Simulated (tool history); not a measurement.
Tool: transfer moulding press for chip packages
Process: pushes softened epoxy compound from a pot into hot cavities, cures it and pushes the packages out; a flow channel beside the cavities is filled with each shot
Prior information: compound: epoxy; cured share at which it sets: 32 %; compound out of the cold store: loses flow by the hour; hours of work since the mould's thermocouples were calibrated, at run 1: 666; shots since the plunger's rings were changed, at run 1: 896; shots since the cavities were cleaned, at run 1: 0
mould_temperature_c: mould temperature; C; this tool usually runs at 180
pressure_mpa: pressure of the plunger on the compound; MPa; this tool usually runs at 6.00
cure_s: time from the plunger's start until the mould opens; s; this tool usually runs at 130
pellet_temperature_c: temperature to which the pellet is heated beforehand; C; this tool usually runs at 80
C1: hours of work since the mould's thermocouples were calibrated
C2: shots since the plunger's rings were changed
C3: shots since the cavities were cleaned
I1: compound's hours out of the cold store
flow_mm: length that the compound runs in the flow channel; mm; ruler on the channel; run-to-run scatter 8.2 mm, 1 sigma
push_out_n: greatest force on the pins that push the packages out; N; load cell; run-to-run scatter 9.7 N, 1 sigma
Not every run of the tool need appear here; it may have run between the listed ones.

{"run": 1, "hour": 0.0, "mould_temperature_c": 180, "pressure_mpa": 6.0, "cure_s": 130, "pellet_temperature_c": 80, "C1": 666, "C2": 896, "C3": 0, "I1": 47.2, "flow_mm": 843, "push_out_n": 425}
{"run": 2, "hour": 47.7, "mould_temperature_c": 180, "pressure_mpa": 6.0, "cure_s": 130, "pellet_temperature_c": 80, "C1": 697, "C2": 1331, "C3": 435, "I1": 35.1, "flow_mm": 900, "push_out_n": 596}
{"hour": 125.9, "done": "cavities cleaned with cleaning compound and waxed"}
{"run": 3, "hour": 138.6, "mould_temperature_c": 180, "pressure_mpa": 6.0, "cure_s": 130, "pellet_temperature_c": 80, "C1": 755, "C2": 2147, "C3": 116, "I1": 11.0, "flow_mm": 1001, "push_out_n": 525}
{"run": 4, "hour": 221.8, "mould_temperature_c": 180, "pressure_mpa": 6.0, "cure_s": 130, "pellet_temperature_c": 80, "C1": 810, "C2": 2906, "C3": 875, "I1": 44.0, "flow_mm": 839, "push_out_n": 675}
{"hour": 255.9, "done": "cavities cleaned with cleaning compound and waxed"}
{"hour": 303.0, "done": "mould's thermocouples calibrated"}
{"run": 5, "hour": 311.8, "mould_temperature_c": 180, "pressure_mpa": 6.0, "cure_s": 130, "pellet_temperature_c": 80, "C1": 6, "C2": 3696, "C3": 492, "I1": 10.2, "flow_mm": 971, "push_out_n": 674}
{"hour": 386.3, "done": "cavities cleaned with cleaning compound and waxed"}
{"run": 6, "hour": 391.2, "mould_temperature_c": 180, "pressure_mpa": 6.0, "cure_s": 130, "pellet_temperature_c": 87, "C1": 57, "C2": 4406, "C3": 45, "I1": 17.5, "flow_mm": 959, "push_out_n": 486}
{"run": 7, "hour": 435.6, "mould_temperature_c": 180, "pressure_mpa": 6.0, "cure_s": 130, "pellet_temperature_c": 87, "C1": 86, "C2": 4812, "C3": 451, "I1": 9.2, "flow_mm": 988, "push_out_n": 655}
{"hour": 517.4, "done": "cavities cleaned with cleaning compound and waxed"}
{"run": 8, "hour": 524.8, "mould_temperature_c": 180, "pressure_mpa": 6.0, "cure_s": 130, "pellet_temperature_c": 87, "C1": 143, "C2": 5612, "C3": 68, "I1": 18.6, "flow_mm": 924, "push_out_n": 499}
{"run": 9, "hour": 612.7, "mould_temperature_c": 184, "pressure_mpa": 6.0, "cure_s": 130, "pellet_temperature_c": 80, "C1": 200, "C2": 6413, "C3": 869, "I1": 39.4, "flow_mm": 805, "push_out_n": 600}
{"hour": 641.5, "done": "plunger's sealing rings changed"}
{"hour": 649.6, "done": "cavities cleaned with cleaning compound and waxed"}
{"run": 10, "hour": 669.3, "mould_temperature_c": 184, "pressure_mpa": 6.0, "cure_s": 130, "pellet_temperature_c": 80, "C1": 235, "C2": 240, "C3": 181, "I1": 22.0, "flow_mm": 942, "push_out_n": 464}
{"run": 11, "hour": 738.4, "mould_temperature_c": 181, "pressure_mpa": 6.0, "cure_s": 130, "pellet_temperature_c": 80, "C1": 280, "C2": 871, "C3": 812, "I1": 45.7, "flow_mm": 862, "push_out_n": 658}
{"hour": 775.9, "done": "cavities cleaned with cleaning compound and waxed"}
{"run": 12, "hour": 793.6, "mould_temperature_c": 180, "pressure_mpa": 6.0, "cure_s": 130, "pellet_temperature_c": 81, "C1": 315, "C2": 1360, "C3": 161, "I1": 37.0, "flow_mm": 884, "push_out_n": 549}
{"hour": 834.2, "done": "mould's thermocouples calibrated, once more"}
{"run": 13, "hour": 834.2, "mould_temperature_c": 174, "pressure_mpa": 6.0, "cure_s": 130, "pellet_temperature_c": 80, "C1": 0, "C2": 1713, "C3": 514, "I1": 42.1, "flow_mm": 884, "push_out_n": 922}
{"run": 14, "hour": 879.8, "mould_temperature_c": 187, "pressure_mpa": 6.0, "cure_s": 163, "pellet_temperature_c": 80, "C1": 30, "C2": 2129, "C3": 930, "I1": 31.6, "flow_mm": 873, "push_out_n": 537}
{"hour": 904.9, "done": "cavities cleaned with cleaning compound and waxed"}
{"run": 15, "hour": 969.1, "mould_temperature_c": 177, "pressure_mpa": 6.0, "cure_s": 130, "pellet_temperature_c": 90, "C1": 87, "C2": 2930, "C3": 586, "I1": 20.4, "flow_mm": 948, "push_out_n": 794}
{"run": 16, "hour": 1012.8, "mould_temperature_c": 180, "pressure_mpa": 4.51, "cure_s": 129, "pellet_temperature_c": 80, "C1": 116, "C2": 3328, "C3": 984, "I1": 43.2, "flow_mm": 733, "push_out_n": 717}
{"hour": 1031.1, "done": "cavities cleaned with cleaning compound and waxed"}
{"run": 17, "hour": 1098.9, "mould_temperature_c": 180, "pressure_mpa": 6.0, "cure_s": 164, "pellet_temperature_c": 80, "C1": 171, "C2": 4100, "C3": 618, "I1": 28.1, "flow_mm": 895, "push_out_n": 517}
{"hour": 1158.5, "done": "cavities cleaned with cleaning compound and waxed"}
{"run": 18, "hour": 1187.6, "mould_temperature_c": 180, "pressure_mpa": 6.0, "cure_s": 164, "pellet_temperature_c": 80, "C1": 228, "C2": 4896, "C3": 266, "I1": 32.2, "flow_mm": 878, "push_out_n": 436}
{"run": 19, "hour": 1275.5, "mould_temperature_c": 180, "pressure_mpa": 6.0, "cure_s": 112, "pellet_temperature_c": 78, "C1": 286, "C2": 5698, "C3": 1068, "I1": 23.8, "flow_mm": 902, "push_out_n": 1004}
{"hour": 1283.9, "done": "cavities cleaned with cleaning compound and waxed"}
{"run": 20, "hour": 1316.4, "mould_temperature_c": 186, "pressure_mpa": 6.98, "cure_s": 130, "pellet_temperature_c": 85, "C1": 311, "C2": 6057, "C3": 296, "I1": 11.8, "flow_mm": 988, "push_out_n": 446}
{"hour": 1382.9, "done": "plunger's sealing rings changed"}
{"run": 21, "hour": 1403.9, "mould_temperature_c": 186, "pressure_mpa": 6.28, "cure_s": 165, "pellet_temperature_c": 85, "C1": 367, "C2": 192, "C3": 1072, "I1": 22.0, "flow_mm": 961, "push_out_n": 554}

Entry by entry between the runs, the difference in hidden state between the last listed run before and the first listed run after:
After run 2, before run 3: cavities cleaned with cleaning compound and waxed (hour 125.9)
  true mould temperature over the reading, C: -0.28 -> -0.32; pressure that reaches the compound, % of what is set: 97.34 -> 95.74; grip of the stained cavities, % over clean ones': 40 -> 16
  difference, measured minus the result without the unlogged condition, flow_mm: -11 -> -20 mm; push_out_n: +176 -> +81 N
After run 4, before run 5: cavities cleaned with cleaning compound and waxed (hour 255.9); mould's thermocouples calibrated (hour 303.0)
  true mould temperature over the reading, C: -0.37 -> -0.55; pressure that reaches the compound, % of what is set: 94.12 -> 92.64; grip of the stained cavities, % over clean ones': 62.8 -> 44.4
  difference, measured minus the result without the unlogged condition, flow_mm: -24 -> -35 mm; push_out_n: +270 -> +223 N
After run 5, before run 6: cavities cleaned with cleaning compound and waxed (hour 386.3)
  true mould temperature over the reading, C: -0.55 -> -0.59; pressure that reaches the compound, % of what is set: 92.64 -> 91.18; grip of the stained cavities, % over clean ones': 44.4 -> 5.7
  difference, measured minus the result without the unlogged condition, flow_mm: -35 -> -42 mm; push_out_n: +223 -> +42 N
After run 7, before run 8: cavities cleaned with cleaning compound and waxed (hour 517.4)
  true mould temperature over the reading, C: -0.61 -> -0.66; pressure that reaches the compound, % of what is set: 90.35 -> 88.8; grip of the stained cavities, % over clean ones': 39.4 -> 9.6
  difference, measured minus the result without the unlogged condition, flow_mm: -48 -> -53 mm; push_out_n: +202 -> +62 N
After run 9, before run 10: plunger's sealing rings changed (hour 641.5); cavities cleaned with cleaning compound and waxed (hour 649.6)
  true mould temperature over the reading, C: -0.7 -> -0.73; pressure that reaches the compound, % of what is set: 87.19 -> 99.07; grip of the stained cavities, % over clean ones': 60.6 -> 21.9
  difference, measured minus the result without the unlogged condition, flow_mm: -54 -> -1 mm; push_out_n: +235 -> +93 N
After run 11, before run 12: cavities cleaned with cleaning compound and waxed (hour 775.9)
  true mould temperature over the reading, C: -0.77 -> -0.8; pressure that reaches the compound, % of what is set: 97.86 -> 96.88; grip of the stained cavities, % over clean ones': 60.2 -> 18.9
  difference, measured minus the result without the unlogged condition, flow_mm: -6 -> -11 mm; push_out_n: +262 -> +106 N
After run 12, before run 13: mould's thermocouples calibrated, once more (hour 834.2)
  true mould temperature over the reading, C: -0.8 -> -0.17; pressure that reaches the compound, % of what is set: 96.88 -> 96.14; grip of the stained cavities, % over clean ones': 18.9 -> 44.9
  difference, measured minus the result without the unlogged condition, flow_mm: -11 -> -17 mm; push_out_n: +106 -> +293 N
After run 14, before run 15: cavities cleaned with cleaning compound and waxed (hour 904.9)
  true mould temperature over the reading, C: -0.2 -> -0.25; pressure that reaches the compound, % of what is set: 95.29 -> 93.8; grip of the stained cavities, % over clean ones': 63.3 -> 50.6
  difference, measured minus the result without the unlogged condition, flow_mm: -21 -> -30 mm; push_out_n: +207 -> +278 N
After run 16, before run 17: cavities cleaned with cleaning compound and waxed (hour 1031.1)
  true mould temperature over the reading, C: -0.27 -> -0.31; pressure that reaches the compound, % of what is set: 92.96 -> 91.54; grip of the stained cavities, % over clean ones': 66.5 -> 53.2
  difference, measured minus the result without the unlogged condition, flow_mm: -26 -> -39 mm; push_out_n: +293 -> +183 N
After run 17, before run 18: cavities cleaned with cleaning compound and waxed (hour 1158.5)
  true mould temperature over the reading, C: -0.31 -> -0.36; pressure that reaches the compound, % of what is set: 91.54 -> 89.94; grip of the stained cavities, % over clean ones': 53.2 -> 28.8
  difference, measured minus the result without the unlogged condition, flow_mm: -39 -> -46 mm; push_out_n: +183 -> +100 N
After run 19, before run 20: cavities cleaned with cleaning compound and waxed (hour 1283.9)
  true mould temperature over the reading, C: -0.4 -> -0.42; pressure that reaches the compound, % of what is set: 88.23 -> 87.51; grip of the stained cavities, % over clean ones': 68.7 -> 31.7
  difference, measured minus the result without the unlogged condition, flow_mm: -56 -> -66 mm; push_out_n: +426 -> +111 N
After run 20, before run 21: plunger's sealing rings changed (hour 1382.9)
  true mould temperature over the reading, C: -0.42 -> -0.47; pressure that reaches the compound, % of what is set: 87.51 -> 99.4; grip of the stained cavities, % over clean ones': 31.7 -> 68.3
  difference, measured minus the result without the unlogged condition, flow_mm: -66 -> -1 mm; push_out_n: +111 -> +225 N
